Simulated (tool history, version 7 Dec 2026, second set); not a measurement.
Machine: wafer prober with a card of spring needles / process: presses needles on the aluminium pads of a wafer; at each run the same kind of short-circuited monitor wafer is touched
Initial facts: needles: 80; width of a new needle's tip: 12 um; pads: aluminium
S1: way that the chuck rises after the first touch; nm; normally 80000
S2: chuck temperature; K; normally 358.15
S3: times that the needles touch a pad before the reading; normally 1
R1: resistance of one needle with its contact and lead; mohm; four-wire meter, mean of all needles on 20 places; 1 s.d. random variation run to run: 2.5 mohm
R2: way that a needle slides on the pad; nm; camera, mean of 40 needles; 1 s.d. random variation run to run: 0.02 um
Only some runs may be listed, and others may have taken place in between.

Run 1, day 0.000: usual settings. Result: R1 291 mohm, R2 12120 nm.
At day 1.321: tips cleaned on abrasive film.
At day 2.679: tips cleaned on abrasive film.
Run 2, day 2.929: usual settings. Result: R1 287 mohm, R2 12140 nm.
At day 3.962: tips cleaned on abrasive film.
Run 3, day 4.667: usual settings. Result: R1 294 mohm, R2 12100 nm.
At day 5.304: tips cleaned on abrasive film.
At day 5.821: height of the first contact set anew.
At day 6.617: tips cleaned on abrasive film.
At day 7.942: tips cleaned on abrasive film.
Run 4, day 8.079: usual settings. Result: R1 291 mohm, R2 12120 nm.
At day 9.296: tips cleaned on abrasive film.
At day 10.638: tips cleaned on abrasive film.
Run 5, day 11.533: usual settings. Result: R1 293 mohm, R2 12130 nm.
At day 11.967: tips cleaned on abrasive film.
At day 13.238: tips cleaned on abrasive film.
Run 6, day 13.571: usual settings. Result: R1 291 mohm, R2 12100 nm.
At day 14.446: tips cleaned on abrasive film.
At day 15.633: tips cleaned on abrasive film.
Run 7, day 16.267: usual settings. Result: R1 292 mohm, R2 12110 nm.
At day 17.088: tips cleaned on abrasive film.
At day 18.467: tips cleaned on abrasive film.
Run 8, day 18.575: usual settings. Result: R1 289 mohm, R2 12140 nm.
At day 19.667: tips cleaned on abrasive film.
At day 20.900: tips cleaned on abrasive film.
Run 9, day 20.992: usual settings. Result: R1 294 mohm, R2 12100 nm.
At day 22.188: tips cleaned on abrasive film.
At day 23.417: tips cleaned on abrasive film.
Run 10, day 24.583: usual settings. Result: R1 294 mohm, R2 12140 nm.
At day 24.771: tips cleaned on abrasive film.
At day 26.046: tips cleaned on abrasive film.
At day 27.288: tips cleaned on abrasive film.
Run 11, day 27.775: usual settings. Result: R1 291 mohm, R2 12120 nm.
At day 28.533: tips cleaned on abrasive film.
At day 29.733: tips cleaned on abrasive film.
Run 12, day 29.812: usual settings. Result: R1 294 mohm, R2 12140 nm.
At day 30.971: tips cleaned on abrasive film.
At day 32.179: tips cleaned on abrasive film.
Run 13, day 32.738: usual settings but S1 86000 nm. Result: R1 288 mohm, R2 13030 nm.
At day 33.517: tips cleaned on abrasive film.
At day 34.408: height of the first contact set anew.
Run 14, day 34.408: usual settings but S1 86000 nm. Result: R1 291 mohm, R2 13030 nm.
At day 34.871: tips cleaned on abrasive film.
At day 36.275: tips cleaned on abrasive film.
Run 15, day 36.767: usual settings but S1 86000 nm. Result: R1 291 mohm, R2 13000 nm.
At day 37.479: tips cleaned on abrasive film.
At day 38.788: tips cleaned on abrasive film.
Run 16, day 39.279: usual settings but S1 86000 nm. Result: R1 287 mohm, R2 13060 nm.
At day 40.146: tips cleaned on abrasive film.
At day 41.629: tips cleaned on abrasive film.
Run 17, day 42.062: usual settings but S1 94000 nm, S2 316.15 K. Result: R1 276 mohm, R2 14240 nm.
At day 42.892: tips cleaned on abrasive film.
At day 44.175: tips cleaned on abrasive film.
At day 45.421: tips cleaned on abrasive film.
Run 18, day 45.450: usual settings but S1 94000 nm, S2 316.15 K. Result: R1 272 mohm, R2 14240 nm.
At day 46.696: tips cleaned on abrasive film.
At day 48.046: tips cleaned on abrasive film.
Run 19, day 48.092: usual settings but S1 94000 nm, S2 316.15 K. Result: R1 279 mohm, R2 14250 nm.
At day 49.258: tips cleaned on abrasive film.
At day 50.446: tips cleaned on abrasive film.
At day 51.708: tips cleaned on abrasive film.
Run 20, day 51.708: usual settings but S1 94000 nm, S2 316.15 K. Result: R1 281 mohm, R2 14210 nm.
At day 52.942: tips cleaned on abrasive film.
At day 54.179: tips cleaned on abrasive film.
At day 55.504: tips cleaned on abrasive film.
Run 21, day 55.504: usual settings but S1 94000 nm, S2 316.15 K. Result: R1 278 mohm, R2 14270 nm.
At day 56.875: tips cleaned on abrasive film.
Run 22, day 57.808: usual settings but S1 94000 nm, S2 316.15 K. Result: R1 279 mohm, R2 14210 nm.
At day 58.108: tips cleaned on abrasive film.
At day 59.525: tips cleaned on abrasive film.
Run 23, day 60.438: usual settings but S1 78000 nm, S2 365.15 K. Result: R1 299 mohm, R2 11760 nm.
At day 60.738: tips cleaned on abrasive film.
At day 62.167: tips cleaned on abrasive film.
At day 62.792: height of the first contact set anew.
At day 63.371: tips cleaned on abrasive film.
Run 24, day 63.733: usual settings but S1 79000 nm, S2 371.15 K, S3 2. Result: R1 300 mohm, R2 11970 nm.
At day 64.762: tips cleaned on abrasive film.
At day 66.204: tips cleaned on abrasive film.
Run 25, day 67.088: usual settings but S1 62000 nm, S2 366.15 K, S3 2. Result: R1 299 mohm, R2 9420 nm.
At day 67.675: tips cleaned on abrasive film.
At day 69.004: tips cleaned on abrasive film.
At day 70.271: tips cleaned on abrasive film.
Run 26, day 70.271: usual settings but S1 98000 nm, S2 305.15 K, S3 3. Result: R1 271 mohm, R2 14830 nm.
At day 71.688: tips cleaned on abrasive film.
At day 72.875: tips cleaned on abrasive film.
Run 27, day 72.875: usual settings but S1 98000 nm, S2 305.15 K, S3 3. Result: R1 274 mohm, R2 14840 nm.
At day 74.104: tips cleaned on abrasive film.
Run 28, day 74.846: usual settings but S1 98000 nm, S2 305.15 K, S3 3. Result: R1 276 mohm, R2 14860 nm.
At day 75.442: tips cleaned on abrasive film.
At day 76.775: tips cleaned on abrasive film.
Run 29, day 77.612: usual settings but S1 93000 nm, S2 305.15 K, S3 2. Result: R1 271 mohm, R2 14090 nm.
At day 78.158: tips cleaned on abrasive film.
At day 79.350: tips cleaned on abrasive film.
Run 30, day 80.221: usual settings but S1 93000 nm, S2 305.15 K, S3 2. Result: R1 274 mohm, R2 14090 nm.
At day 80.625: tips cleaned on abrasive film.
At day 81.850: tips cleaned on abrasive film.
Run 31, day 82.379: usual settings but S1 89000 nm, S2 299.15 K, S3 2. Result: R1 273 mohm, R2 13490 nm.

Alternative continuations, all from the tool just after run 31; predict every row:
At day 83.129: tips cleaned on abrasive film.
Run A, day 84.196: usual settings but S1 89000 nm, S2 299.15 K, S3 2. Result: R1 ?, R2 ?.
At day 83.129: tips cleaned on abrasive film.
Run B, day 84.196: usual settings but S2 373.15 K, S3 2. Result: R1 ?, R2 ?.
At day 83.129: tips cleaned on abrasive film.
Run C, day 84.196: usual settings but S1 89000 nm, S2 299.15 K, S3 2. Result: R1 ?, R2 ?.

run   R1     R2
  A  270  13460
  B  294  12140
  C  274  13440
What these runs would have given with no unlogged condition in the tool:
run   R1     R2
  A  270  13460
  B  293  12140
  C  273  13440
